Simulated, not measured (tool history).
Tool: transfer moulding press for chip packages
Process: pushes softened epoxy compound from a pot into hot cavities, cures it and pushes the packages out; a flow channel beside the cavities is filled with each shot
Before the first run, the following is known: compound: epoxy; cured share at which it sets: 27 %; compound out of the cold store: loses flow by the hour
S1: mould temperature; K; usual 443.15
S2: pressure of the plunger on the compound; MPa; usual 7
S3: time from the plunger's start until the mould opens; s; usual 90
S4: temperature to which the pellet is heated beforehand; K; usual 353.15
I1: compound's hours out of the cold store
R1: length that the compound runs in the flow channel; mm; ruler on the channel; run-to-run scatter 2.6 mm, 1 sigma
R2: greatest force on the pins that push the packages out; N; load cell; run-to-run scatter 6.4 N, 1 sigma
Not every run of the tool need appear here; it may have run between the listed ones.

run,hour,S1,S2,S3,S4,I1,R1,R2
1,0,443.15,7,90,353.15,45.7,467,369
# hour 48.1: cavities cleaned with cleaning compound and waxed
2,53.5,443.15,7,90,353.15,29.9,518,312
# hour 88.6: mould's thermocouples calibrated
3,102,443.15,5.86,90,353.15,24.5,480,350
# hour 134: plunger's sealing rings changed
4,150.4,443.15,7,90,353.15,9.5,620,394
# hour 155: cavities cleaned with cleaning compound and waxed
5,194.2,443.15,7,90,362.15,35,522,327
6,223.4,443.15,7,90,353.15,43.2,491,339
# hour 257.8: cavities cleaned with cleaning compound and waxed
7,285.5,443.15,7,90,353.15,40.9,502,312
8,339.6,443.15,7,72,353.15,28.4,534,625
# hour 361.2: cavities cleaned with cleaning compound and waxed
9,391.3,443.15,7,72,353.15,44.3,481,519
10,437.6,443.15,7,72,353.15,32.9,517,609
# hour 464.5: cavities cleaned with cleaning compound and waxed
11,487.2,443.15,7,72,353.15,32.3,514,532
12,547,443.15,7,72,353.15,10.9,579,718
# hour 567.2: cavities cleaned with cleaning compound and waxed
13,597.7,443.15,7,72,353.15,47.5,452,530
14,648.7,443.15,7,72,353.15,26.6,517,654
# hour 673: cavities cleaned with cleaning compound and waxed
# hour 679.9: plunger's sealing rings changed
15,692.1,442.15,8.43,71,355.15,40,560,549
16,730.4,440.15,8.43,71,355.15,28.5,607,779
17,771.8,448.15,5.37,90,353.15,24.3,475,303
# hour 778.4: cavities cleaned with cleaning compound and waxed
18,801.9,444.15,5.85,90,353.15,32.5,483,299
19,835.2,437.15,7,76,353.15,36.8,527,780
# hour 883.7: cavities cleaned with cleaning compound and waxed
20,884.7,437.15,7,76,353.15,25.6,566,654
21,944.1,437.15,7,76,353.15,23.7,565,856
# hour 987.8: cavities cleaned with cleaning compound and waxed
22,1001.6,438.15,5.24,122,350.15,17.2,505,249
23,1029.5,438.15,5.24,122,350.15,32.6,455,283
24,1076.8,438.15,5.24,122,350.15,11.9,515,319
# hour 1091.9: cavities cleaned with cleaning compound and waxed
25,1118.4,438.15,6.39,127,350.15,45.5,455,246
26,1179,449.15,7.83,90,350.15,23.2,545,283
# hour 1196.8: cavities cleaned with cleaning compound and waxed
27,1217.1,447.15,7.83,101,350.15,17.4,571,236

Predict each of these 4 candidate next runs independently; none follows another, all start after run 27:
# hour 1225: plunger's sealing rings changed
A,1259.7,447.15,7.83,99,350.15,18.6,?,?
# hour 1225: plunger's sealing rings changed
B,1259.7,447.15,7.83,101,348.15,17.9,?,?
# hour 1225: plunger's sealing rings changed
C,1259.7,447.15,7.01,73,350.15,9.2,?,?
# hour 1225: plunger's sealing rings changed
D,1259.7,443.15,7.09,114,354.15,35.4,?,?

run,R1,R2
A,611,265
B,615,276
C,618,517
D,534,262
With no hidden state in the tool, these same runs would have given:
run,R1,R2
A,611,187
B,615,196
C,618,344
D,535,186

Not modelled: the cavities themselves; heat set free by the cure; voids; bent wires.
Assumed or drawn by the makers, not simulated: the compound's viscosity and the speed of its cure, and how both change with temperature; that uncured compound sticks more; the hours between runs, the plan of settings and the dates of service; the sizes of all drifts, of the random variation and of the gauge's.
